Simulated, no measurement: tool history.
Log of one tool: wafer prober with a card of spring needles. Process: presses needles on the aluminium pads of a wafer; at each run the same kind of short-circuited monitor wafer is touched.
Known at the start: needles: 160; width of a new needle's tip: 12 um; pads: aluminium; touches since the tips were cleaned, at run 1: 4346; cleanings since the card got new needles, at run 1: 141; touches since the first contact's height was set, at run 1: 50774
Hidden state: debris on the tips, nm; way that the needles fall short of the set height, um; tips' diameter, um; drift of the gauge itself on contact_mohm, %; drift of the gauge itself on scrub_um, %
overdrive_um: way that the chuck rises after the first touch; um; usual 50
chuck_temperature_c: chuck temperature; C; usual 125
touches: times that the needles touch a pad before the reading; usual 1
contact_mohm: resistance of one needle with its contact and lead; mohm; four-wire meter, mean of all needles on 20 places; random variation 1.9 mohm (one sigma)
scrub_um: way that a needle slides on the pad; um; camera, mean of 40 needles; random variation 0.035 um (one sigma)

run	hour	overdrive_um	chuck_temperature_c	touches	touches since the tips were cleaned	cleanings since the card got new needles	touches since the first contact's height was set	contact_mohm	scrub_um
1	0.0	50	125	1	4346	141	50774	204	6.87
# hour 2.6: tips cleaned on abrasive film
# hour 12.7: tips cleaned on abrasive film
# hour 22.7: tips cleaned on abrasive film
# hour 35.3: tips cleaned on abrasive film
# hour 47.9: tips cleaned on abrasive film
2	53.7	50	125	1	3272	146	80773	199	6.89
# hour 58.7: tips cleaned on abrasive film
# hour 71.3: tips cleaned on abrasive film
# hour 81.4: tips cleaned on abrasive film
# hour 91.4: tips cleaned on abrasive film
# hour 104.0: tips cleaned on abrasive film
3	111.6	50	125	1	4259	151	113170	204	6.97
# hour 114.1: tips cleaned on abrasive film
# hour 126.7: tips cleaned on abrasive film
# hour 136.8: tips cleaned on abrasive film
# hour 149.0: tips cleaned on abrasive film
4	149.0	50	125	2	0	155	134052	204	6.86
# hour 159.0: tips cleaned on abrasive film
# hour 171.6: tips cleaned on abrasive film
# hour 184.2: tips cleaned on abrasive film
# hour 196.7: tips cleaned on abrasive film
5	197.6	50	125	2	484	159	161268	204	6.81
# hour 207.7: tips cleaned on abrasive film
# hour 220.2: tips cleaned on abrasive film
# hour 232.8: tips cleaned on abrasive film
# hour 245.3: tips cleaned on abrasive film
6	245.7	50	125	2	205	163	188205	204	6.92
# hour 255.8: tips cleaned on abrasive film
# hour 268.3: tips cleaned on abrasive film
# hour 280.9: tips cleaned on abrasive film
7	286.3	50	125	2	3051	166	210953	207	6.84
# hour 291.4: tips cleaned on abrasive film
# hour 296.7: height of the first contact set anew
# hour 301.8: tips cleaned on abrasive film
# hour 314.3: tips cleaned on abrasive film
# hour 324.4: tips cleaned on abrasive film
# hour 337.0: tips cleaned on abrasive film
# hour 349.5: tips cleaned on abrasive film
8	355.0	50	40	1	3055	172	32600	186	6.84
# hour 360.0: tips cleaned on abrasive film
# hour 372.6: tips cleaned on abrasive film
# hour 385.2: tips cleaned on abrasive film
9	393.7	50	40	1	4811	175	54294	183	6.81
# hour 396.3: tips cleaned on abrasive film
# hour 406.4: tips cleaned on abrasive film
# hour 418.9: tips cleaned on abrasive film
# hour 429.0: tips cleaned on abrasive film
# hour 439.1: tips cleaned on abrasive film
# hour 451.6: tips cleaned on abrasive film
10	455.4	50	40	1	2157	181	88811	185	6.83
# hour 463.0: tips cleaned on abrasive film
# hour 475.6: tips cleaned on abrasive film
# hour 485.7: tips cleaned on abrasive film
11	488.8	33	125	1	1786	184	107480	217	4.52
# hour 496.4: tips cleaned on abrasive film
# hour 506.5: tips cleaned on abrasive film
# hour 519.0: tips cleaned on abrasive film
# hour 529.1: tips cleaned on abrasive film
# hour 541.7: tips cleaned on abrasive film
12	548.5	33	125	1	3854	189	140877	217	4.49
# hour 553.6: tips cleaned on abrasive film
# hour 563.7: tips cleaned on abrasive film
# hour 576.2: tips cleaned on abrasive film
# hour 588.8: tips cleaned on abrasive film
# hour 601.3: tips cleaned on abrasive film
# hour 613.9: tips cleaned on abrasive film
13	616.2	33	45	1	1279	195	178735	198	4.50
# hour 626.2: tips cleaned on abrasive film
# hour 636.3: tips cleaned on abrasive film
# hour 648.9: tips cleaned on abrasive film
14	657.9	33	28	1	5065	198	202090	191	4.47
# hour 660.5: tips cleaned on abrasive film
# hour 670.5: tips cleaned on abrasive film
# hour 680.6: tips cleaned on abrasive film
# hour 685.9: height of the first contact set anew
# hour 693.5: tips cleaned on abrasive film
# hour 706.0: tips cleaned on abrasive film
# hour 718.6: tips cleaned on abrasive film
15	724.3	50	106	2	3234	204	21523	197	6.88
# hour 729.4: tips cleaned on abrasive film
# hour 739.5: tips cleaned on abrasive film
# hour 752.0: tips cleaned on abrasive film
# hour 762.1: tips cleaned on abrasive film
# hour 772.2: tips cleaned on abrasive film
16	779.5	30	37	2	4145	209	52401	197	4.11
# hour 784.6: tips cleaned on abrasive film
# hour 797.2: tips cleaned on abrasive film
# hour 807.2: tips cleaned on abrasive film
17	815.2	68	125	1	4496	212	72373	194	9.19
# hour 817.8: tips cleaned on abrasive film
# hour 830.4: tips cleaned on abrasive film
# hour 840.4: tips cleaned on abrasive film
18	845.4	48	77	2	2778	215	89220	195	6.56
# hour 852.9: tips cleaned on abrasive film
# hour 865.5: tips cleaned on abrasive film
# hour 875.6: tips cleaned on abrasive film
# hour 885.6: tips cleaned on abrasive film
# hour 895.7: tips cleaned on abrasive film
19	904.2	59	68	1	4765	220	122123	189	8.01
# hour 906.8: tips cleaned on abrasive film
# hour 916.8: tips cleaned on abrasive film
# hour 929.4: tips cleaned on abrasive film
# hour 942.0: tips cleaned on abrasive film
20	946.9	38	32	3	2762	224	145990	191	5.13
# hour 954.4: tips cleaned on abrasive film
# hour 964.5: tips cleaned on abrasive film
# hour 974.6: tips cleaned on abrasive film
# hour 985.0: tips cleaned on abrasive film
21	985.0	38	32	3	0	228	167268	188	5.26
# hour 995.0: tips cleaned on abrasive film
# hour 1007.6: tips cleaned on abrasive film
# hour 1017.7: tips cleaned on abrasive film
22	1021.3	38	32	3	2075	231	187635	190	5.21
# hour 1028.9: tips cleaned on abrasive film
# hour 1039.0: tips cleaned on abrasive film
# hour 1051.6: tips cleaned on abrasive film
# hour 1064.1: tips cleaned on abrasive film
23	1064.8	38	32	3	397	235	211950	190	5.16
# hour 1074.9: tips cleaned on abrasive film
# hour 1075.2: height of the first contact set anew
# hour 1087.8: tips cleaned on abrasive film
# hour 1100.3: tips cleaned on abrasive film
# hour 1111.7: tips cleaned on abrasive film
24	1111.7	50	120	1	0	239	20454	202	6.85

5 ways to go on from here, each from the tool as it stands after run 24. What would each give?
# hour 1121.8: tips cleaned on abrasive film
# hour 1131.9: tips cleaned on abrasive film
# hour 1141.9: tips cleaned on abrasive film
A	1144.5	50	67	3	1450	242	38788	?	?
# hour 1121.8: tips cleaned on abrasive film
# hour 1131.9: tips cleaned on abrasive film
# hour 1141.9: tips cleaned on abrasive film
B	1144.5	33	68	2	1450	242	38788	?	?
# hour 1121.8: tips cleaned on abrasive film
# hour 1131.9: tips cleaned on abrasive film
# hour 1141.9: tips cleaned on abrasive film
C	1144.5	43	125	1	1450	242	38788	?	?
# hour 1121.8: tips cleaned on abrasive film
# hour 1131.9: tips cleaned on abrasive film
# hour 1141.9: tips cleaned on abrasive film
D	1144.5	52	120	3	1450	242	38788	?	?
# hour 1121.8: tips cleaned on abrasive film
# hour 1131.9: tips cleaned on abrasive film
# hour 1141.9: tips cleaned on abrasive film
E	1144.5	31	125	1	1450	242	38788	?	?

run	contact_mohm	scrub_um
A	189	6.80
B	202	4.41
C	206	5.93
D	202	7.10
E	219	4.19
Without the tool's hidden state the same runs would have given:
run	contact_mohm	scrub_um
A	189	6.90
B	201	4.48
C	206	6.02
D	202	7.21
E	219	4.26
